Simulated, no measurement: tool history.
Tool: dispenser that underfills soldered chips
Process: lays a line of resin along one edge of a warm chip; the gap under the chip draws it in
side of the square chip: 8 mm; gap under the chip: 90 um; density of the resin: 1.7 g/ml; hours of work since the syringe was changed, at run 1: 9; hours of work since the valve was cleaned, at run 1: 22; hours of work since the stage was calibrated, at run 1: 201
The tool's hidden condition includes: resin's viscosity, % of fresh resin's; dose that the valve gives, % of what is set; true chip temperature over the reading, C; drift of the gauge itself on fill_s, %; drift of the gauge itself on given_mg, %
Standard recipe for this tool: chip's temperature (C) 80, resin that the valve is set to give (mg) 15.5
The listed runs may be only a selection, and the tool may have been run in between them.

run   hour  chip's temperature (C)  resin that the valve is set to give (mg)  hours of work since the syringe was changed  hours of work since the valve was cleaned  hours of work since the stage was calibrated  time until the resin shows at the far edge (s)  resin that the valve gave (mg)
  1    0.0                      80                                      15.5                                            9                                         22                                           201                                            51.8                           15.35
       3.8  -- new syringe of resin
  2    8.4                      80                                      15.5                                            4                                         29                                           207                                            41.7                           15.18
  3   15.8                      80                                      15.5                                            9                                         35                                           213                                            53.5                           15.20
      19.0  -- new syringe of resin
  4   31.1                      80                                      14.0                                           10                                         46                                           225                                            55.8                           13.55
      33.4  -- new syringe of resin
      36.5  -- dispensing valve cleaned and set on the balance
  5   39.1                      80                                      14.0                                            4                                          2                                           230                                            41.3                           13.95
  6   45.9                      88                                      15.5                                            9                                          7                                           236                                            36.1                           15.39
      49.4  -- new syringe of resin
  7   60.9                      88                                      13.4                                            9                                         19                                           247                                            37.3                           13.20
      63.6  -- new syringe of resin
  8   74.7                      88                                      13.4                                            9                                         30                                           258                                            37.2                           13.03
      78.7  -- new syringe of resin
  9   85.1                      80                                      13.6                                            5                                         38                                           266                                            45.7                           13.27
      93.3  -- new syringe of resin
 10   96.9                      80                                      15.5                                            3                                         47                                           275                                            39.9                           14.99
     101.6  -- dispensing valve cleaned and set on the balance
 11  105.8                      80                                      15.5                                            9                                          3                                           281                                            53.9                           15.52
     108.8  -- new syringe of resin
 12  119.8                      80                                      15.5                                            9                                         14                                           292                                            53.6                           15.36
     123.3  -- new syringe of resin
 13  135.5                      80                                      15.5                                           10                                         26                                           304                                            56.4                           15.17
     137.7  -- new syringe of resin
 14  149.6                      80                                      15.5                                            9                                         37                                           315                                            55.1                           15.05
     152.5  -- new syringe of resin
 15  161.8                      80                                      15.5                                            7                                         46                                           324                                            50.3                           15.04
     167.1  -- dispensing valve cleaned and set on the balance
     168.2  -- new syringe of resin
 16  170.8                      80                                      15.5                                            2                                          3                                           330                                            39.5                           15.50
     182.8  -- new syringe of resin
 17  183.7                      80                                      15.0                                            1                                         13                                           340                                            37.0                           14.91
     197.1  -- new syringe of resin
 18  197.1                      91                                      15.1                                            0                                         23                                           351                                            21.3                           14.90
 19  205.5                      91                                      15.1                                            7                                         30                                           357                                            27.8                           14.85
     212.2  -- new syringe of resin
 20  214.6                      91                                      15.1                                            2                                         36                                           364                                            22.8                           14.72
     226.5  -- new syringe of resin
 21  230.9                      91                                      15.1                                            3                                         49                                           377                                            24.3                           14.54
     233.0  -- dispensing valve cleaned and set on the balance
     242.7  -- new syringe of resin
 22  246.8                      95                                      19.7                                            3                                         11                                           388                                            20.0                           19.54
     258.0  -- new syringe of resin
 23  259.3                      73                                      15.1                                            1                                         20                                           398                                            54.2                           14.80
     273.0  -- new syringe of resin
 24  273.0                      73                                      15.1                                            0                                         31                                           408                                            51.3                           14.77
 25  284.0                      91                                      14.5                                            9                                         39                                           417                                            31.7                           14.03
     288.2  -- new syringe of resin
     299.1  -- dispensing valve cleaned and set on the balance
 26  300.9                      76                                      16.7                                            9                                          1                                           429                                            66.9                           16.53
     303.7  -- new syringe of resin
 27  310.0                      83                                      18.9                                            5                                          8                                           436                                            38.8                           18.80
     316.4  -- stage's temperature calibrated
     319.7  -- new syringe of resin
 28  325.8                      90                                      15.5                                            5                                         20                                             7                                            27.1                           15.28
 29  333.6                      71                                      13.9                                           11                                         26                                            13                                            96.0                           13.66
     334.8  -- new syringe of resin
 30  346.4                      71                                      18.8                                            9                                         36                                            23                                            84.1                           18.50
     350.2  -- new syringe of resin
 31  353.5                      91                                      13.4                                            3                                         41                                            29                                            23.2                           13.03
 32  360.4                      91                                      13.4                                            8                                         47                                            34                                            29.9                           13.07
     365.2  -- new syringe of resin
     366.2  -- dispensing valve cleaned and set on the balance
 33  371.0                      87                                      19.2                                            4                                          4                                            41                                            28.6                           19.40

What would each run have given without the hidden state, its run-to-run variation left as it was?
run  time until the resin shows at the far edge (s)  resin that the valve gave (mg)
  1                                            34.5                           15.57
  2                                            34.9                           15.46
  3                                            34.1                           15.54
  4                                            34.7                           13.96
  5                                            34.2                           13.98
  6                                            23.3                           15.48
  7                                            24.1                           13.38
  8                                            23.8                           13.30
  9                                            35.3                           13.62
 10                                            34.2                           15.49
 11                                            34.6                           15.58
 12                                            34.1                           15.53
 13                                            34.0                           15.46
 14                                            34.5                           15.46
 15                                            35.0                           15.54
 16                                            34.9                           15.48
 17                                            34.7                           14.99
 18                                            20.6                           15.08
 19                                            19.6                           15.09
 20                                            20.2                           15.02
 21                                            20.0                           14.98
 22                                            16.6                           19.74
 23                                            49.5                           15.05
 24                                            49.2                           15.13
 25                                            20.0                           14.45
 26                                            41.1                           16.52
 27                                            29.2                           18.87
 28                                            21.2                           15.45
 29                                            56.2                           13.87
 30                                            54.2                           18.91
 31                                            20.5                           13.37
 32                                            20.4                           13.46
 33                                            24.0                           19.37
